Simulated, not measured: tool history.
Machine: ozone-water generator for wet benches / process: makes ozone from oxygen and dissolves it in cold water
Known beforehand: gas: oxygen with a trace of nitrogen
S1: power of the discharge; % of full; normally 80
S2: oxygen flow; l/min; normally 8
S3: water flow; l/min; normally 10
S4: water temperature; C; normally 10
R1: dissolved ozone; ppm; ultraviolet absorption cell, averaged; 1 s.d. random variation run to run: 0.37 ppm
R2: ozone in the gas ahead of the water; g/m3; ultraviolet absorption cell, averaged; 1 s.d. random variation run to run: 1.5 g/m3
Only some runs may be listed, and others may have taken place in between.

run,hour,S1,S2,S3,S4,R1,R2
1,0,80,8,10,10,56.3,270.8
2,104.7,80,8,10,10,56.4,268.5
# hour 161.3: water thermometer calibrated
3,176.7,80,8,10,10,57.1,267.5
4,262.7,80,8,10,10,55.9,267.2
5,361.8,80,8,10,10,57.5,272
6,432.2,80,8,10,10,56.3,269
7,515.4,80,8,10,10,56.4,269.6
8,595.7,80,8,10,10,56.3,268.3
9,640.4,80,8,10,10,56.1,267.4
# hour 651.4: contactor cleaned
10,698.6,80,8,10,10,54.5,264
11,742.3,80,8,10,10,54.9,265.4
12,842.4,80,8,10,10,55,264.6
13,928.8,80,8,10,10,55.1,269.6
14,981.6,80,8,10,10,54.8,264.9
15,1079.9,80,8,10,10,55,264.7
16,1155.4,80,8,10,10,55.1,264
# hour 1172.3: contactor cleaned, once more
17,1253.5,80,8,10,10,58.2,265.2
18,1305.3,80,5.48,10,10,63.3,334.6
19,1352.6,80,8,6,10,74.8,264.3
20,1438.3,80,8,6,10,74.9,265.8
21,1526.8,80,8,9,10,61.9,265.6
22,1625.8,80,4.78,8,10,74.5,362.3
23,1715.3,80,4.78,13,6,55.8,358.2
24,1785.6,74,5.63,10,6,63.3,307.9
25,1880.4,83,8,7,9,72.9,273
26,1962.8,80,8,9,10,60.7,264.6
27,2007.6,80,8,9,6,67.3,265.1
28,2080.9,64,8,10,10,48.6,226.2
29,2177.3,72,9.72,7,6,65.7,216.7
30,2236,45,8,15,10,28.9,174.2
31,2335.7,45,8,15,10,29,176.1
32,2379,45,8,15,10,28.7,175.5
33,2449.3,45,10.42,9,17,31.3,148

3 options for the next run, each taken on its own from the tool as it stands now. Forecast them:
A,2533.2,64,10.42,6,17,?,?
B,2533.2,44,10.26,9,5,?,?
C,2533.2,40,10.42,9,17,?,?

run,R1,R2
A,47,189.3
B,40.8,148.6
C,29.1,136.4
Without the tool's unlogged condition, the same runs would have read:
run,R1,R2
A,49.3,196.9
B,42.4,152.9
C,30.2,140
